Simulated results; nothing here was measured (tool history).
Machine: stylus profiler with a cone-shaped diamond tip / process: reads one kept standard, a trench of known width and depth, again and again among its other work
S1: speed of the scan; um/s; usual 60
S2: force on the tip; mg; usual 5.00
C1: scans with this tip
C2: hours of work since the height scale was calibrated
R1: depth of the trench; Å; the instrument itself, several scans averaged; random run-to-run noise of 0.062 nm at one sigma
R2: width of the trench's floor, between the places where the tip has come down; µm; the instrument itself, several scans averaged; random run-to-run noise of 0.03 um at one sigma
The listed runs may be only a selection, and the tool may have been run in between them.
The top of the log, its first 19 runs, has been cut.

run	hour	S1	S2	C1	C2	R1	R2
20	559.6	60	5.00	9028	777	1017.3	98.47
21	586.7	60	5.00	9247	796	1017.8	98.46
22	613.1	60	5.00	9461	814	1017.7	98.44
23	629.9	60	5.00	9597	826	1017.6	98.49
24	664.5	60	5.00	9876	850	1017.5	98.42
25	702.3	22	7.68	10182	877	1022.7	98.51
26	736.8	131	1.77	10462	901	1007.5	98.10
27	770.4	131	1.77	10733	924	1008.6	98.05

Expected results for the next run?
28	793.9	177	3.84	10924	940	?	?

{"run 28": {"R1": 1014.2, "R2": 98.21}}
Were there no unlogged condition in the tool, this run, its random variation unchanged, would have produced R1 1014.3 Å, R2 98.23 µm.
